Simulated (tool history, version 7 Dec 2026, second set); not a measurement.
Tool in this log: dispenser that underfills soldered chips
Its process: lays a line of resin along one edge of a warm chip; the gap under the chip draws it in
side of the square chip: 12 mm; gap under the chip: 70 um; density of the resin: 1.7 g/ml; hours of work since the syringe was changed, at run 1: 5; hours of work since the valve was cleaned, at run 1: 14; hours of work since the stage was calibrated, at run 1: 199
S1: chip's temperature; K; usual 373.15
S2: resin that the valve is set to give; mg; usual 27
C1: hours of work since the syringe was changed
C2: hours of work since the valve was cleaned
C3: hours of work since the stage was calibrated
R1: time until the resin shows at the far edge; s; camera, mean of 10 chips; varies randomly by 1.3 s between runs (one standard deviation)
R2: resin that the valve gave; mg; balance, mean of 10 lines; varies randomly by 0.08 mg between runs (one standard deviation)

run	hour	S1	S2	C1	C2	C3	R1	R2
1	0	373.15	27	5	14	199	157.8	26.7
# hour 1.2: new syringe of resin
2	6.3	373.15	27	4	19	204	139.5	26.74
# hour 9.5: new syringe of resin
3	13.1	373.15	27	3	24	209	136	26.68
4	16.3	373.15	27	5	26	211	150.1	26.55
# hour 18.1: new syringe of resin
5	21.6	373.15	33.8	3	30	215	130.2	33.26
# hour 26.9: new syringe of resin
6	27.2	373.15	33.8	0	34	219	114.1	32.94
7	32.3	365.15	33.8	4	38	223	175.4	33.08
# hour 35.7: new syringe of resin
8	37	365.15	33.8	1	41	226	154	32.85
9	40.7	373.15	27	4	44	229	141	26.43
# hour 44.2: new syringe of resin
10	44.9	373.15	27	1	47	232	119.5	26.3
11	49	373.15	23.7	4	50	235	143.4	22.95
# hour 52.5: new syringe of resin
12	53.8	373.15	27	1	54	239	126.8	26.08
13	60	373.15	27	6	58	243	156.1	26.01
# hour 60.6: new syringe of resin
# hour 64.3: dispensing valve cleaned and set on the balance
14	64.5	373.15	25.2	2	0	246	129.3	25.31
# hour 69.9: new syringe of resin
15	69.9	373.15	25.2	0	4	250	116.7	25.16
16	77.1	373.15	27	5	10	255	148.3	27
# hour 78.4: new syringe of resin
17	82	373.15	27	3	13	259	134.6	26.77
# hour 86.6: new syringe of resin
18	87.8	373.15	27	1	17	263	121.8	26.86
19	91.2	361.15	30.9	3	20	265	196.5	30.7
# hour 95.3: new syringe of resin
20	96.9	380.15	27.1	1	24	270	99.4	26.68
21	101.5	378.15	34.6	5	27	273	122.8	34.05
# hour 103.6: new syringe of resin
22	105.8	378.15	30.9	2	30	276	106.9	30.33
23	110	378.15	30.9	5	34	279	125.9	30.32
# hour 111.9: new syringe of resin
24	114.7	371.15	23	2	37	283	137.3	22.55
# hour 120.1: new syringe of resin
25	122.3	371.15	23	2	43	288	137.2	22.54
26	127.9	372.15	23.6	6	47	292	162.3	22.95
# hour 128.8: new syringe of resin
27	131.6	378.15	25.8	2	49	295	111	25.07
28	135.5	387.15	31	5	52	298	102.4	30.03
# hour 137: new syringe of resin
29	142.4	382.15	27.5	4	57	303	104.6	26.5
# hour 145.6: new syringe of resin
# hour 147.9: dispensing valve cleaned and set on the balance
30	149.9	365.15	24	3	2	308	167	23.95
# hour 154.9: new syringe of resin
31	155.7	364.15	32.3	1	6	312	149.5	32.11
32	161.9	387.15	23.6	5	10	317	102.1	23.28
# hour 163.1: new syringe of resin
33	169	381.15	29.1	4	16	322	110.4	28.72
# hour 171.2: new syringe of resin
34	175.7	381.15	29.1	3	20	327	107.3	28.55
35	178.9	383.15	31.9	6	23	329	112.4	31.3
# hour 179.8: new syringe of resin
36	185.3	368.15	31	4	28	334	163.2	30.53

Hidden state at the last listed run before each entry between runs and at the first one after, where it differs:
Between runs 1 and 2: new syringe of resin (hour 1.2)
  resin's viscosity, % of fresh resin's: 131.6 -> 119.8; dose that the valve gives, % of what is set: 99.13 -> 98.83; true chip temperature over the reading, C: 1.4 -> 1.43
  difference, measured minus the result without the unlogged condition, R1: +32.9 -> +18.2 s; R2: -0.23 -> -0.32 mg
Between runs 2 and 3: new syringe of resin (hour 9.5)
  resin's viscosity, % of fresh resin's: 119.8 -> 115.2; dose that the valve gives, % of what is set: 98.83 -> 98.53; true chip temperature over the reading, C: 1.43 -> 1.47
  difference, measured minus the result without the unlogged condition, R1: +18.2 -> +13 s; R2: -0.32 -> -0.39 mg
Between runs 4 and 5: new syringe of resin (hour 18.1)
  resin's viscosity, % of fresh resin's: 129.7 -> 113.6; dose that the valve gives, % of what is set: 98.37 -> 98.13; true chip temperature over the reading, C: 1.49 -> 1.52
  difference, measured minus the result without the unlogged condition, R1: +29.4 -> +10.5 s; R2: -0.44 -> -0.64 mg
Between runs 5 and 6: new syringe of resin (hour 26.9)
  resin's viscosity, % of fresh resin's: 113.6 -> 100.5; dose that the valve gives, % of what is set: 98.13 -> 97.87; true chip temperature over the reading, C: 1.52 -> 1.55
  difference, measured minus the result without the unlogged condition, R1: +10.5 -> -4.6 s; R2: -0.64 -> -0.72 mg
Between runs 7 and 8: new syringe of resin (hour 35.7)
  resin's viscosity, % of fresh resin's: 121.3 -> 105.4; dose that the valve gives, % of what is set: 97.64 -> 97.45; true chip temperature over the reading, C: 1.58 -> 1.6
  difference, measured minus the result without the unlogged condition, R1: +23.7 -> +0.6 s; R2: -0.8 -> -0.87 mg
Between runs 9 and 10: new syringe of resin (hour 44.2)
  resin's viscosity, % of fresh resin's: 120.9 -> 103.6; dose that the valve gives, % of what is set: 97.28 -> 97.11; true chip temperature over the reading, C: 1.62 -> 1.64
  difference, measured minus the result without the unlogged condition, R1: +19 -> -1.2 s; R2: -0.73 -> -0.78 mg
Between runs 11 and 12: new syringe of resin (hour 52.5)
  resin's viscosity, % of fresh resin's: 120.5 -> 105.9; dose that the valve gives, % of what is set: 96.91 -> 96.71; true chip temperature over the reading, C: 1.67 -> 1.69
  difference, measured minus the result without the unlogged condition, R1: +19.3 -> +1.5 s; R2: -0.73 -> -0.89 mg
Between runs 13 and 14: new syringe of resin (hour 60.6); dispensing valve cleaned and set on the balance (hour 64.3)
  resin's viscosity, % of fresh resin's: 133.5 -> 111.2; dose that the valve gives, % of what is set: 96.41 -> 100.08; true chip temperature over the reading, C: 1.73 -> 1.75
  difference, measured minus the result without the unlogged condition, R1: +33.8 -> +6.8 s; R2: -0.96 -> +0.02 mg
Between runs 14 and 15: new syringe of resin (hour 69.9)
  resin's viscosity, % of fresh resin's: 111.2 -> 100.4; dose that the valve gives, % of what is set: 100.08 -> 99.84; true chip temperature over the reading, C: 1.75 -> 1.79
  difference, measured minus the result without the unlogged condition, R1: +6.8 -> -5.7 s; R2: +0.02 -> -0.04 mg
Between runs 16 and 17: new syringe of resin (hour 78.4)
  resin's viscosity, % of fresh resin's: 131.2 -> 115.8; dose that the valve gives, % of what is set: 99.53 -> 99.32; true chip temperature over the reading, C: 1.83 -> 1.86
  difference, measured minus the result without the unlogged condition, R1: +29.2 -> +12 s; R2: -0.13 -> -0.19 mg
Between runs 17 and 18: new syringe of resin (hour 86.6)
  resin's viscosity, % of fresh resin's: 115.8 -> 105.3; dose that the valve gives, % of what is set: 99.32 -> 99.08; true chip temperature over the reading, C: 1.86 -> 1.89
  difference, measured minus the result without the unlogged condition, R1: +12 -> -0.3 s; R2: -0.19 -> -0.25 mg
Between runs 19 and 20: new syringe of resin (hour 95.3)
  resin's viscosity, % of fresh resin's: 119.2 -> 106.1; dose that the valve gives, % of what is set: 98.93 -> 98.71; true chip temperature over the reading, C: 1.91 -> 1.94
  difference, measured minus the result without the unlogged condition, R1: +21.6 -> +0.5 s; R2: -0.33 -> -0.35 mg
Between runs 21 and 22: new syringe of resin (hour 103.6)
  resin's viscosity, % of fresh resin's: 125.8 -> 109; dose that the valve gives, % of what is set: 98.51 -> 98.32; true chip temperature over the reading, C: 1.97 -> 1.99
  difference, measured minus the result without the unlogged condition, R1: +19.7 -> +3.2 s; R2: -0.52 -> -0.52 mg
Between runs 23 and 24: new syringe of resin (hour 111.9)
  resin's viscosity, % of fresh resin's: 127.4 -> 109.9; dose that the valve gives, % of what is set: 98.12 -> 97.92; true chip temperature over the reading, C: 2.01 -> 2.04
  difference, measured minus the result without the unlogged condition, R1: +21.4 -> +5.3 s; R2: -0.58 -> -0.48 mg
Between runs 24 and 25: new syringe of resin (hour 120.1)
  resin's viscosity, % of fresh resin's: 109.9 -> 109.2; dose that the valve gives, % of what is set: 97.92 -> 97.57; true chip temperature over the reading, C: 2.04 -> 2.08
  difference, measured minus the result without the unlogged condition, R1: +5.3 -> +4.4 s; R2: -0.48 -> -0.56 mg
Between runs 26 and 27: new syringe of resin (hour 128.8)
  resin's viscosity, % of fresh resin's: 134.7 -> 111.7; dose that the valve gives, % of what is set: 97.29 -> 97.15; true chip temperature over the reading, C: 2.11 -> 2.13
  difference, measured minus the result without the unlogged condition, R1: +34.8 -> +5.9 s; R2: -0.64 -> -0.74 mg
Between runs 28 and 29: new syringe of resin (hour 137)
  resin's viscosity, % of fresh resin's: 129.3 -> 120.4; dose that the valve gives, % of what is set: 96.98 -> 96.7; true chip temperature over the reading, C: 2.15 -> 2.19
  difference, measured minus the result without the unlogged condition, R1: +18.5 -> +12.6 s; R2: -0.93 -> -0.9 mg
Between runs 29 and 30: new syringe of resin (hour 145.6); dispensing valve cleaned and set on the balance (hour 147.9)
  resin's viscosity, % of fresh resin's: 120.4 -> 113.6; dose that the valve gives, % of what is set: 96.7 -> 99.61; true chip temperature over the reading, C: 2.19 -> 2.23
  difference, measured minus the result without the unlogged condition, R1: +12.6 -> +9.7 s; R2: -0.9 -> -0.09 mg
Between runs 30 and 31: new syringe of resin (hour 154.9)
  resin's viscosity, % of fresh resin's: 113.6 -> 102.5; dose that the valve gives, % of what is set: 99.61 -> 99.36; true chip temperature over the reading, C: 2.23 -> 2.26
  difference, measured minus the result without the unlogged condition, R1: +9.7 -> -6.9 s; R2: -0.09 -> -0.21 mg
Between runs 32 and 33: new syringe of resin (hour 163.1)
  resin's viscosity, % of fresh resin's: 129.2 -> 123; dose that the valve gives, % of what is set: 99.07 -> 98.77; true chip temperature over the reading, C: 2.3 -> 2.34
  difference, measured minus the result without the unlogged condition, R1: +18.1 -> +14.5 s; R2: -0.22 -> -0.36 mg
Between runs 33 and 34: new syringe of resin (hour 171.2)
  resin's viscosity, % of fresh resin's: 123 -> 118.5; dose that the valve gives, % of what is set: 98.77 -> 98.51; true chip temperature over the reading, C: 2.34 -> 2.38
  difference, measured minus the result without the unlogged condition, R1: +14.5 -> +10.5 s; R2: -0.36 -> -0.44 mg
Between runs 35 and 36: new syringe of resin (hour 179.8)
  resin's viscosity, % of fresh resin's: 133.2 -> 122.7; dose that the valve gives, % of what is set: 98.35 -> 98.06; true chip temperature over the reading, C: 2.4 -> 2.44
  difference, measured minus the result without the unlogged condition, R1: +22.2 -> +20 s; R2: -0.52 -> -0.61 mg
